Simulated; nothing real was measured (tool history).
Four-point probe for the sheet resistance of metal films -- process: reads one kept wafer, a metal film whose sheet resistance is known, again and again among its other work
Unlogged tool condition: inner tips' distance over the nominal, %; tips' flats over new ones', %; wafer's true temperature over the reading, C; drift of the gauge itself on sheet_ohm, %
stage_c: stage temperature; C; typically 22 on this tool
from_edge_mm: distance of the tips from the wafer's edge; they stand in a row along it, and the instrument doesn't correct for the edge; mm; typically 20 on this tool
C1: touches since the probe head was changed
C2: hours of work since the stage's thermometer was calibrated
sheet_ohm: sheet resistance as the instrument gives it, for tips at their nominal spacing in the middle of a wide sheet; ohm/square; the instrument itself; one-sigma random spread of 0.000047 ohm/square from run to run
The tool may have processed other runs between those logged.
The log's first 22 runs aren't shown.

{"run": 23, "hour": 934.8, "stage_c": 22, "from_edge_mm": 20, "C1": 82147, "C2": 76, "sheet_ohm": 0.236011}
{"run": 24, "hour": 963.7, "stage_c": 22, "from_edge_mm": 20, "C1": 82967, "C2": 90, "sheet_ohm": 0.235996}
{"run": 25, "hour": 1003.8, "stage_c": 22, "from_edge_mm": 20, "C1": 84102, "C2": 111, "sheet_ohm": 0.235918}
{"run": 26, "hour": 1041.2, "stage_c": 28, "from_edge_mm": 32, "C1": 85162, "C2": 130, "sheet_ohm": 0.236252}
{"run": 27, "hour": 1099.7, "stage_c": 28, "from_edge_mm": 32, "C1": 86821, "C2": 159, "sheet_ohm": 0.236304}
{"run": 28, "hour": 1137.6, "stage_c": 25, "from_edge_mm": 32, "C1": 87896, "C2": 178, "sheet_ohm": 0.235945}
{"run": 29, "hour": 1185.3, "stage_c": 24, "from_edge_mm": 53, "C1": 89248, "C2": 202, "sheet_ohm": 0.235831}
{"run": 30, "hour": 1230.9, "stage_c": 23, "from_edge_mm": 53, "C1": 90541, "C2": 225, "sheet_ohm": 0.235735}
{"run": 31, "hour": 1287.8, "stage_c": 23, "from_edge_mm": 71, "C1": 92154, "C2": 254, "sheet_ohm": 0.235735}
{"run": 32, "hour": 1318.9, "stage_c": 19, "from_edge_mm": 14, "C1": 93036, "C2": 270, "sheet_ohm": 0.236513}
{"run": 33, "hour": 1374.6, "stage_c": 19, "from_edge_mm": 14, "C1": 94614, "C2": 298, "sheet_ohm": 0.236434}
{"run": 34, "hour": 1407.0, "stage_c": 20, "from_edge_mm": 5, "C1": 95532, "C2": 315, "sheet_ohm": 0.243484}
{"run": 35, "hour": 1460.4, "stage_c": 20, "from_edge_mm": 3, "C1": 97046, "C2": 342, "sheet_ohm": 0.256151}
{"run": 36, "hour": 1516.0, "stage_c": 22, "from_edge_mm": 61, "C1": 98621, "C2": 370, "sheet_ohm": 0.23588}
{"run": 37, "hour": 1554.2, "stage_c": 22, "from_edge_mm": 61, "C1": 99706, "C2": 389, "sheet_ohm": 0.235842}
{"run": 38, "hour": 1603.5, "stage_c": 29, "from_edge_mm": 22, "C1": 101101, "C2": 414, "sheet_ohm": 0.236974}
{"run": 39, "hour": 1652.5, "stage_c": 23, "from_edge_mm": 6, "C1": 102492, "C2": 439, "sheet_ohm": 0.241547}
{"run": 40, "hour": 1688.9, "stage_c": 30, "from_edge_mm": 50, "C1": 103523, "C2": 457, "sheet_ohm": 0.236799}
{"run": 41, "hour": 1748.1, "stage_c": 26, "from_edge_mm": 6, "C1": 105201, "C2": 487, "sheet_ohm": 0.241967}
{"run": 42, "hour": 1784.7, "stage_c": 23, "from_edge_mm": 54, "C1": 106240, "C2": 506, "sheet_ohm": 0.236179}
{"run": 43, "hour": 1828.2, "stage_c": 30, "from_edge_mm": 33, "C1": 107473, "C2": 528, "sheet_ohm": 0.236931}
{"run": 44, "hour": 1862.8, "stage_c": 20, "from_edge_mm": 27, "C1": 108452, "C2": 545, "sheet_ohm": 0.235976}
{"run": 45, "hour": 1900.8, "stage_c": 33, "from_edge_mm": 26, "C1": 109530, "C2": 564, "sheet_ohm": 0.237377}
{"run": 46, "hour": 1958.2, "stage_c": 28, "from_edge_mm": 17, "C1": 111155, "C2": 593, "sheet_ohm": 0.237396}

Here are 3 independent what-if runs from the current tool condition. What would each one return?
{"run": "A", "hour": 2003.5, "stage_c": 28, "from_edge_mm": 3, "C1": 112442, "C2": 616, "sheet_ohm": "?"}
{"run": "B", "hour": 2003.5, "stage_c": 24, "from_edge_mm": 24, "C1": 112442, "C2": 616, "sheet_ohm": "?"}
{"run": "C", "hour": 2003.5, "stage_c": 25, "from_edge_mm": 44, "C1": 112442, "C2": 616, "sheet_ohm": "?"}

run=A sheet_ohm=0.257297
run=B sheet_ohm=0.236623
run=C sheet_ohm=0.236473
Take away the tool's hidden state, keep each run's random variation, and the runs would have read:
run=A sheet_ohm=0.254604
run=B sheet_ohm=0.234128
run=C sheet_ohm=0.233980
